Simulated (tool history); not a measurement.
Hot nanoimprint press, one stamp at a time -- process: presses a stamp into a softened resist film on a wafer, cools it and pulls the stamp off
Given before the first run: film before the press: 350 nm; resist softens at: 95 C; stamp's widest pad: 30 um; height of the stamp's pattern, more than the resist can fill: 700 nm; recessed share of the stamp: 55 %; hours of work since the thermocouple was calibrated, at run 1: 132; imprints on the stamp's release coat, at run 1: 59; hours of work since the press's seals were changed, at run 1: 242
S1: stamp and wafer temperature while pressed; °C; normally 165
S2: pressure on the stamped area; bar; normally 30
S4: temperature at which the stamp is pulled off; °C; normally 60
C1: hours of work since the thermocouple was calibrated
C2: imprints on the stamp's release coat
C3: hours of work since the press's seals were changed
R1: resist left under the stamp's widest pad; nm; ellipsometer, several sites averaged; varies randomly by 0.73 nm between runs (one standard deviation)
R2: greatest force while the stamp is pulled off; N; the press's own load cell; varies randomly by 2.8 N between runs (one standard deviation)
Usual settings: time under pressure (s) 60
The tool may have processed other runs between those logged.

{"run": 1, "hour": 0.0, "S1": 165, "S2": 30, "time under pressure (s)": 60, "S4": 60, "C1": 132, "C2": 59, "C3": 242, "R1": 169.8, "R2": 144}
{"run": 2, "hour": 69.4, "S1": 165, "S2": 30, "time under pressure (s)": 60, "S4": 60, "C1": 171, "C2": 184, "C3": 281, "R1": 170.3, "R2": 138}
{"run": 3, "hour": 168.0, "S1": 165, "S2": 30, "time under pressure (s)": 60, "S4": 60, "C1": 226, "C2": 362, "C3": 337, "R1": 167.5, "R2": 146}
{"run": 4, "hour": 231.2, "S1": 165, "S2": 30, "time under pressure (s)": 60, "S4": 60, "C1": 262, "C2": 476, "C3": 372, "R1": 168.5, "R2": 147}
{"hour": 289.5, "done": "plate thermocouple calibrated"}
{"run": 5, "hour": 289.5, "S1": 165, "S2": 30, "time under pressure (s)": 60, "S4": 60, "C1": 0, "C2": 576, "C3": 403, "R1": 173.8, "R2": 151}
{"run": 6, "hour": 339.0, "S1": 165, "S2": 30, "time under pressure (s)": 60, "S4": 60, "C1": 28, "C2": 665, "C3": 431, "R1": 174.3, "R2": 156}
{"hour": 420.0, "done": "stamp cleaned and given a new release coat"}
{"run": 7, "hour": 431.2, "S1": 165, "S2": 30, "time under pressure (s)": 60, "S4": 60, "C1": 76, "C2": 21, "C3": 479, "R1": 172.7, "R2": 134}
{"run": 8, "hour": 486.4, "S1": 171, "S2": 30, "time under pressure (s)": 52, "S4": 60, "C1": 107, "C2": 120, "C3": 510, "R1": 139.1, "R2": 138}
{"run": 9, "hour": 558.4, "S1": 171, "S2": 40.7, "time under pressure (s)": 53, "S4": 60, "C1": 148, "C2": 250, "C3": 551, "R1": 117.4, "R2": 149}
{"run": 10, "hour": 624.1, "S1": 171, "S2": 40.7, "time under pressure (s)": 53, "S4": 60, "C1": 185, "C2": 368, "C3": 588, "R1": 117.3, "R2": 148}
{"run": 11, "hour": 693.1, "S1": 171, "S2": 40.7, "time under pressure (s)": 53, "S4": 60, "C1": 223, "C2": 493, "C3": 627, "R1": 118.2, "R2": 147}

Here are 5 independent what-if runs from the current tool condition. What would each one return?
{"run": "A", "hour": 772.8, "S1": 172, "S2": 30, "time under pressure (s)": 60, "S4": 47, "C1": 268, "C2": 637, "C3": 671, "R1": "?", "R2": "?"}
{"run": "B", "hour": 772.8, "S1": 177, "S2": 30, "time under pressure (s)": 60, "S4": 49, "C1": 268, "C2": 637, "C3": 671, "R1": "?", "R2": "?"}
{"run": "C", "hour": 772.8, "S1": 165, "S2": 18.3, "time under pressure (s)": 42, "S4": 60, "C1": 268, "C2": 637, "C3": 671, "R1": "?", "R2": "?"}
{"run": "D", "hour": 772.8, "S1": 175, "S2": 30.9, "time under pressure (s)": 53, "S4": 60, "C1": 268, "C2": 637, "C3": 671, "R1": "?", "R2": "?"}
{"run": "E", "hour": 772.8, "S1": 156, "S2": 30.5, "time under pressure (s)": 36, "S4": 60, "C1": 268, "C2": 637, "C3": 671, "R1": "?", "R2": "?"}

run=A R1=125.5 R2=195
run=B R1=100.9 R2=195
run=C R1=234.5 R2=151
run=D R1=113.4 R2=151
run=E R1=270.6 R2=150
Without the tool's unlogged condition, the same runs would have read:
run=A R1=123.7 R2=177
run=B R1=99.3 R2=178
run=C R1=235 R2=138
run=D R1=111.5 R2=138
run=E R1=269.5 R2=138
